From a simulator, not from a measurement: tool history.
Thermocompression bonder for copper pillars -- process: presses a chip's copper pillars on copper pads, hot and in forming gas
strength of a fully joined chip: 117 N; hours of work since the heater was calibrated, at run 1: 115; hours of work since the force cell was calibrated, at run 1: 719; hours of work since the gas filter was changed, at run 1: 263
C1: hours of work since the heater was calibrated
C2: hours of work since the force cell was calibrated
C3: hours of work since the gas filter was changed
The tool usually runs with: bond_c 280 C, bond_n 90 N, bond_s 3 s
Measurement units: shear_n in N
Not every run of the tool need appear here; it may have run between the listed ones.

Run 1, hour 0.0: usual settings; C1 115; C2 719; C3 263. Result: shear_n 72.2 N.
Run 2, hour 9.1: usual settings; C1 121; C2 726; C3 270. Result: shear_n 71.1 N.
Run 3, hour 17.4: usual settings; C1 127; C2 732; C3 276. Result: shear_n 71.6 N.
Run 4, hour 27.5: usual settings; C1 134; C2 739; C3 283. Result: shear_n 71.4 N.
Run 5, hour 36.4: usual settings; C1 141; C2 745; C3 289. Result: shear_n 71.1 N.
Run 6, hour 46.4: usual settings; C1 148; C2 753; C3 296. Result: shear_n 70.4 N.
Run 7, hour 52.0: usual settings; C1 152; C2 757; C3 301. Result: shear_n 71.0 N.
Run 8, hour 61.1: usual settings; C1 158; C2 763; C3 307. Result: shear_n 70.5 N.
Run 9, hour 70.6: usual settings but bond_c 302 C; C1 165; C2 770; C3 314. Result: shear_n 85.6 N.
Run 10, hour 76.4: usual settings; C1 169; C2 774; C3 318. Result: shear_n 71.3 N.
Run 11, hour 83.8: usual settings; C1 175; C2 779; C3 323. Result: shear_n 69.8 N.
Run 12, hour 88.8: usual settings; C1 178; C2 783; C3 327. Result: shear_n 70.4 N.
Run 13, hour 97.1: usual settings; C1 184; C2 789; C3 333. Result: shear_n 69.9 N.
Run 14, hour 104.6: usual settings but bond_c 302 C; C1 190; C2 794; C3 338. Result: shear_n 86.3 N.
Run 15, hour 114.1: usual settings but bond_c 257 C; C1 196; C2 801; C3 345. Result: shear_n 51.9 N.
Run 16, hour 121.4: usual settings but bond_s 2 s; C1 202; C2 806; C3 350. Result: shear_n 62.7 N.
Run 17, hour 130.6: usual settings but bond_s 2 s; C1 208; C2 813; C3 357. Result: shear_n 62.3 N.
Run 18, hour 139.2: usual settings but bond_s 2 s; C1 214; C2 819; C3 363. Result: shear_n 61.5 N.
Run 19, hour 144.9: usual settings but bond_s 2 s; C1 218; C2 823; C3 367. Result: shear_n 61.6 N.
Run 20, hour 154.4: usual settings but bond_s 2 s; C1 225; C2 830; C3 374. Result: shear_n 61.2 N.
Run 21, hour 162.1: usual settings but bond_s 2 s; C1 231; C2 836; C3 379. Result: shear_n 61.9 N.
Run 22, hour 171.3: usual settings but bond_s 2 s; C1 237; C2 842; C3 386. Result: shear_n 60.9 N.
Run 23, hour 178.4: usual settings but bond_c 291 C, bond_n 84 N, bond_s 4 s; C1 243; C2 847; C3 391. Result: shear_n 79.2 N.
Run 24, hour 187.4: usual settings but bond_c 284 C, bond_n 118 N, bond_s 2 s; C1 249; C2 854; C3 397. Result: shear_n 73.2 N.
Run 25, hour 197.5: usual settings but bond_c 284 C, bond_n 118 N, bond_s 2 s; C1 256; C2 861; C3 405. Result: shear_n 72.5 N.
At hour 198.9: forming gas filter changed.
Run 26, hour 209.1: usual settings but bond_c 284 C, bond_n 118 N, bond_s 2 s; C1 264; C2 869; C3 7. Result: shear_n 80.9 N.
Run 27, hour 217.3: usual settings but bond_c 284 C, bond_n 118 N, bond_s 2 s; C1 270; C2 875; C3 13. Result: shear_n 80.4 N.
Run 28, hour 226.8: usual settings but bond_c 297 C, bond_n 82 N; C1 277; C2 882; C3 20. Result: shear_n 85.1 N.
Run 29, hour 234.0: usual settings but bond_n 98 N; C1 282; C2 887; C3 25. Result: shear_n 79.4 N.
Run 30, hour 245.1: usual settings but bond_n 98 N; C1 290; C2 895; C3 33. Result: shear_n 79.0 N.
Run 31, hour 255.7: usual settings but bond_n 98 N; C1 298; C2 902; C3 41. Result: shear_n 79.0 N.
Run 32, hour 261.7: usual settings but bond_c 252 C, bond_n 72 N, bond_s 2 s; C1 302; C2 907; C3 45. Result: shear_n 38.3 N.
Run 33, hour 269.1: usual settings but bond_n 74 N, bond_s 2 s; C1 307; C2 912; C3 50. Result: shear_n 59.4 N.
Run 34, hour 275.4: usual settings but bond_n 74 N, bond_s 2 s; C1 312; C2 916; C3 55. Result: shear_n 59.9 N.
Run 35, hour 285.7: usual settings but bond_n 74 N, bond_s 2 s; C1 319; C2 924; C3 62. Result: shear_n 59.5 N.
Run 36, hour 293.3: usual settings but bond_c 259 C, bond_n 74 N, bond_s 2 s; C1 324; C2 929; C3 68. Result: shear_n 44.0 N.
Run 37, hour 302.1: usual settings but bond_c 259 C, bond_n 74 N, bond_s 2 s; C1 331; C2 936; C3 74. Result: shear_n 44.1 N.
Run 38, hour 309.1: usual settings but bond_c 259 C, bond_n 128 N, bond_s 2 s; C1 336; C2 940; C3 79. Result: shear_n 62.0 N.
Run 39, hour 315.3: usual settings but bond_c 251 C; C1 340; C2 945; C3 83. Result: shear_n 51.5 N.
Run 40, hour 324.5: usual settings but bond_c 274 C, bond_n 57 N; C1 347; C2 952; C3 90. Result: shear_n 53.4 N.
Run 41, hour 329.4: usual settings but bond_c 294 C, bond_n 69 N, bond_s 5 s; C1 350; C2 955; C3 93. Result: shear_n 86.1 N.

What would each run have given without the hidden state, its run-to-run variation left as it was?
Hidden state at play: true temperature of the bond over the reading, C; force that reaches the chip, % of what is set; oxide that the forming gas leaves, % of the face; drift of the gauge itself on shear_n, %.
run  shear_n
  1     78.9
  2     77.8
  3     78.5
  4     78.5
  5     78.2
  6     77.6
  7     78.4
  8     78.0
  9     94.2
 10     79.1
 11     77.6
 12     78.3
 13     77.9
 14     95.6
 15     58.3
 16     70.4
 17     70.0
 18     69.2
 19     69.3
 20     69.2
 21     69.9
 22     68.9
 23     89.1
 24     82.8
 25     82.1
 26     82.9
 27     82.6
 28     87.4
 29     81.8
 30     81.6
 31     81.7
 32     40.1
 33     62.1
 34     62.5
 35     62.3
 36     46.3
 37     46.4
 38     65.0
 39     54.2
 40     56.4
 41     90.0

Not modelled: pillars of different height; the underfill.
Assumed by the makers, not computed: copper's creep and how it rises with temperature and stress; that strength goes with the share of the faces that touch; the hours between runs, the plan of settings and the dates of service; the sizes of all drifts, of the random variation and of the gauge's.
